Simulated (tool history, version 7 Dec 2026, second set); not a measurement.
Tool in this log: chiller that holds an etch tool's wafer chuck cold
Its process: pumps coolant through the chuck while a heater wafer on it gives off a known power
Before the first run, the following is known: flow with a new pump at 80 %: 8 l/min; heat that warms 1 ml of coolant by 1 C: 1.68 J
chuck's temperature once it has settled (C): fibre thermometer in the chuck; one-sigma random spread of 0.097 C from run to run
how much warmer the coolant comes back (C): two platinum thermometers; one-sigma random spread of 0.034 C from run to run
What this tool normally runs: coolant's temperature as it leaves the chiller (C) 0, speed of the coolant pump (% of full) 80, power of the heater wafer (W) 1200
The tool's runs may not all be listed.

run   hour  coolant's temperature as it leaves the chiller (C)  speed of the coolant pump (% of full)  power of the heater wafer (W)  chuck's temperature once it has settled (C)  how much warmer the coolant comes back (C)
  1    0.0                                                   0                                     80                           1200                                        10.10                                        5.29
  2   37.8                                                 -10                                     80                           1200                                        -0.03                                        5.33
  3   80.0                                                   0                                     87                           1200                                         9.36                                        4.89
  4  110.4                                                   0                                     87                           1200                                         9.37                                        4.94
  5  129.3                                                   0                                     87                           1200                                         9.17                                        4.94
  6  170.0                                                   0                                     87                           1200                                         9.48                                        4.92
  7  197.6                                                   0                                     80                           1200                                        10.22                                        5.44
  8  226.3                                                   0                                     80                           1200                                        10.18                                        5.35
  9  253.2                                                   0                                     80                           1200                                        10.08                                        5.34
 10  287.5                                                   0                                     97                           1200                                         8.78                                        4.36
 11  311.6                                                   0                                     97                           1200                                         8.79                                        4.41
 12  337.2                                                   0                                     80                           1200                                        10.29                                        5.33
 13  372.8                                                   0                                     80                           1200                                        10.17                                        5.41
 14  397.0                                                   0                                     80                            801                                         6.99                                        3.54
     430.4  -- gauge calibrated
     433.7  -- chiller's thermometer calibrated
 15  436.2                                                   0                                     80                           1200                                        10.04                                        5.31
 16  466.8                                                   0                                     80                           1200                                         9.95                                        5.33
 17  503.5                                                   8                                     76                           1553                                        21.51                                        7.24
 18  521.1                                                   0                                     68                           1200                                        11.62                                        6.29
 19  547.2                                                   0                                     68                           1200                                        11.61                                        6.32
 20  573.8                                                   0                                     68                           1200                                        12.01                                        6.35
 21  598.2                                                   2                                     72                           1334                                        14.43                                        6.63
 22  619.9                                                   2                                     86                           1637                                        15.02                                        6.76
 23  638.6                                                  -4                                     95                           1205                                         4.72                                        4.58
 24  677.6                                                   1                                     95                           1205                                         9.64                                        4.44
 25  710.0                                                   1                                     95                           1205                                         9.91                                        4.52
 26  752.2                                                   0                                     69                            687                                         6.78                                        3.58
 27  786.0                                                   8                                     63                           1434                                        23.32                                        8.25
 28  818.9                                                   8                                     99                           1434                                        18.18                                        5.07
 29  849.3                                                   8                                     99                           1434                                        18.25                                        5.11

Expected results for the next run?
 30  872.7                                                   8                                     99                           1434                                            ?                                           ?

{"run 30": {"chuck's temperature once it has settled (C)": 18.32, "how much warmer the coolant comes back (C)": 5.11}}
With no hidden state in the tool, this same run would have given chuck's temperature once it has settled (C) 17.80, how much warmer the coolant comes back (C) 5.11.
